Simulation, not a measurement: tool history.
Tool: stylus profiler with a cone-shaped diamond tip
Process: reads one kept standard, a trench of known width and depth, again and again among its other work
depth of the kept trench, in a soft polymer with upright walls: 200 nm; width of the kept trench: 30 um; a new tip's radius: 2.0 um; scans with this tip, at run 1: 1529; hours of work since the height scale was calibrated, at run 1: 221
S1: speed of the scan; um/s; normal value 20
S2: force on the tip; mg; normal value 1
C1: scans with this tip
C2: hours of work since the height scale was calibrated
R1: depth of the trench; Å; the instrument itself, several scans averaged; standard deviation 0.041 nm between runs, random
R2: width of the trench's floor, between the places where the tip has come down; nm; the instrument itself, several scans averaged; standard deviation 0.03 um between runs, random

| run | hour | S1 | S2 | C1 | C2 | R1 | R2 |
|---|---|---|---|---|---|---|---|
| 1 | 0 | 20 | 1 | 1529 | 221 | 2009.7 | 28070 |
| 2 | 26.5 | 20 | 1 | 1660 | 240 | 2008.6 | 28070 |
| 3 | 66.1 | 20 | 1 | 1855 | 269 | 2008.9 | 28060 |
| 4 | 95.2 | 20 | 1 | 1999 | 289 | 2009.9 | 28080 |
| 5 | 124.7 | 20 | 1 | 2145 | 311 | 2009.6 | 28020 |
| 6 | 146.9 | 20 | 1 | 2254 | 326 | 2010 | 28040 |
| 7 | 187.5 | 20 | 1 | 2455 | 355 | 2009.5 | 28010 |
| 8 | 220.2 | 20 | 1 | 2616 | 379 | 2010 | 28060 |
| 9 | 258.9 | 20 | 1 | 2808 | 407 | 2009.9 | 28050 |
| 10 | 291.4 | 20 | 1 | 2968 | 430 | 2009.7 | 28010 |
| 11 | 322.1 | 40 | 1 | 3120 | 452 | 2009.9 | 27840 |
| 12 | 361 | 40 | 1 | 3312 | 480 | 2010.4 | 27860 |
| 13 | 383.6 | 40 | 1 | 3424 | 496 | 2010.6 | 27890 |
| 14 | 410.3 | 20 | 1 | 3555 | 515 | 2008.6 | 27910 |
| 15 | 440.3 | 20 | 1 | 3704 | 536 | 2010.3 | 27930 |
| 16 | 460.1 | 17 | 0.76 | 3802 | 550 | 2008.2 | 27950 |
| 17 | 483.8 | 17 | 0.76 | 3918 | 567 | 2008 | 27940 |
| 18 | 524.6 | 20 | 0.35 | 4120 | 597 | 2005.9 | 27810 |
| 19 | 545.8 | 29 | 0.5 | 4225 | 612 | 2006.5 | 27800 |
| 20 | 567.8 | 12 | 1.84 | 4334 | 628 | 2014.5 | 27960 |
| 21 | 603.7 | 20 | 0.69 | 4511 | 653 | 2008.7 | 27880 |
| 22 | 631.4 | 25 | 0.71 | 4648 | 673 | 2008.7 | 27820 |
| 23 | 656.1 | 7 | 0.57 | 4770 | 691 | 2006.4 | 27960 |
| 24 | 681.5 | 8 | 2.99 | 4895 | 709 | 2020.9 | 27940 |
| 25 | 710.6 | 14 | 0.5 | 5039 | 730 | 2006.9 | 27850 |
| 26 | 738.8 | 68 | 1.32 | 5179 | 750 | 2012.9 | 27660 |
| 27 | 761.2 | 68 | 1.32 | 5289 | 766 | 2012.2 | 27610 |
| 28 | 797.5 | 68 | 1.32 | 5469 | 792 | 2012.7 | 27600 |
| 29 | 824.3 | 6 | 2.28 | 5601 | 811 | 2017.3 | 27930 |
| 30 | 840.7 | 6 | 2.28 | 5682 | 823 | 2017.4 | 27890 |

Forecast each of these 3 alternatives for the next run:
| A | 872.6 | 7 | 1.61 | 5839 | 846 | ? | ? |
| B | 872.6 | 12 | 1.58 | 5839 | 846 | ? | ? |
| C | 872.6 | 40 | 0.79 | 5839 | 846 | ? | ? |

| run | R1 | R2 |
|---|---|---|
| A | 2014 | 27890 |
| B | 2014.7 | 27910 |
| C | 2009.5 | 27710 |
What these runs would have given with no unlogged condition in the tool:
| run | R1 | R2 |
|---|---|---|
| A | 2012.3 | 28240 |
| B | 2013 | 28250 |
| C | 2007.8 | 28060 |
